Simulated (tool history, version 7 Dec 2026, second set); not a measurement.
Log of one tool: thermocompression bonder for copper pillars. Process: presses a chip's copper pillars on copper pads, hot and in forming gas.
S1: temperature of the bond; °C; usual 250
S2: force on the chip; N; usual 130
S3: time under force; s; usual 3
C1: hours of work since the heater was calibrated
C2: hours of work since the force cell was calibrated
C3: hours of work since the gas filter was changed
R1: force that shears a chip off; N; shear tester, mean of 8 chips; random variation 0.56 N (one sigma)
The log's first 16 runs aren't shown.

run 17 hour=352.2 | S1=250 S2=130 S3=3 | C1=65 C2=536 C3=254 | R1=54.0
run 18 hour=369.7 | S1=250 S2=130 S3=3 | C1=77 C2=549 C3=266 | R1=54.5
-- hour=383.2 heater calibrated with a thermocouple chip, once more
run 19 hour=392.0 | S1=250 S2=130 S3=7 | C1=6 C2=563 C3=281 | R1=63.9
run 20 hour=415.8 | S1=250 S2=130 S3=7 | C1=24 C2=581 C3=298 | R1=63.3
run 21 hour=433.6 | S1=232 S2=100 S3=7 | C1=36 C2=593 C3=311 | R1=44.0
run 22 hour=461.6 | S1=232 S2=158 S3=7 | C1=57 C2=614 C3=331 | R1=53.5
run 23 hour=487.9 | S1=232 S2=158 S3=7 | C1=76 C2=633 C3=350 | R1=53.6
-- hour=492.5 forming gas filter changed
run 24 hour=511.5 | S1=232 S2=158 S3=7 | C1=93 C2=649 C3=14 | R1=56.7
run 25 hour=538.1 | S1=254 S2=164 S3=7 | C1=112 C2=669 C3=33 | R1=74.2
run 26 hour=563.1 | S1=254 S2=164 S3=7 | C1=130 C2=687 C3=51 | R1=74.5
run 27 hour=580.8 | S1=254 S2=164 S3=7 | C1=143 C2=700 C3=64 | R1=74.3
run 28 hour=605.7 | S1=254 S2=164 S3=7 | C1=161 C2=718 C3=82 | R1=73.7
run 29 hour=626.0 | S1=254 S2=102 S3=4 | C1=175 C2=732 C3=97 | R1=55.2
run 30 hour=641.1 | S1=254 S2=109 S3=4 | C1=186 C2=743 C3=108 | R1=56.4
run 31 hour=660.5 | S1=254 S2=109 S3=4 | C1=200 C2=757 C3=122 | R1=56.2
run 32 hour=678.3 | S1=261 S2=130 S3=2 | C1=213 C2=770 C3=135 | R1=53.8
run 33 hour=695.4 | S1=255 S2=130 S3=3 | C1=226 C2=783 C3=147 | R1=55.9
run 34 hour=722.5 | S1=257 S2=88 S3=3 | C1=245 C2=802 C3=167 | R1=48.9
run 35 hour=747.0 | S1=257 S2=88 S3=3 | C1=263 C2=820 C3=184 | R1=48.5
run 36 hour=774.0 | S1=257 S2=88 S3=3 | C1=283 C2=840 C3=204 | R1=48.4
run 37 hour=800.4 | S1=276 S2=88 S3=8 | C1=302 C2=859 C3=223 | R1=76.6
run 38 hour=828.2 | S1=276 S2=88 S3=8 | C1=322 C2=879 C3=243 | R1=76.4
run 39 hour=853.7 | S1=276 S2=88 S3=8 | C1=340 C2=897 C3=262 | R1=76.1
run 40 hour=877.9 | S1=276 S2=88 S3=8 | C1=358 C2=915 C3=279 | R1=75.6

3 ways to go on from here, each from the tool as it stands after run 40. What would each give?
run A hour=896.3 | S1=245 S2=190 S3=4 | C1=371 C2=928 C3=292 | R1=?
run B hour=896.3 | S1=222 S2=117 S3=3 | C1=371 C2=928 C3=292 | R1=?
run C hour=896.3 | S1=276 S2=109 S3=8 | C1=371 C2=928 C3=292 | R1=?

run=A R1=61.6
run=B R1=29.1
run=C R1=78.6
Without the tool's hidden state the same runs would have given:
run=A R1=62.0
run=B R1=28.6
run=C R1=80.8

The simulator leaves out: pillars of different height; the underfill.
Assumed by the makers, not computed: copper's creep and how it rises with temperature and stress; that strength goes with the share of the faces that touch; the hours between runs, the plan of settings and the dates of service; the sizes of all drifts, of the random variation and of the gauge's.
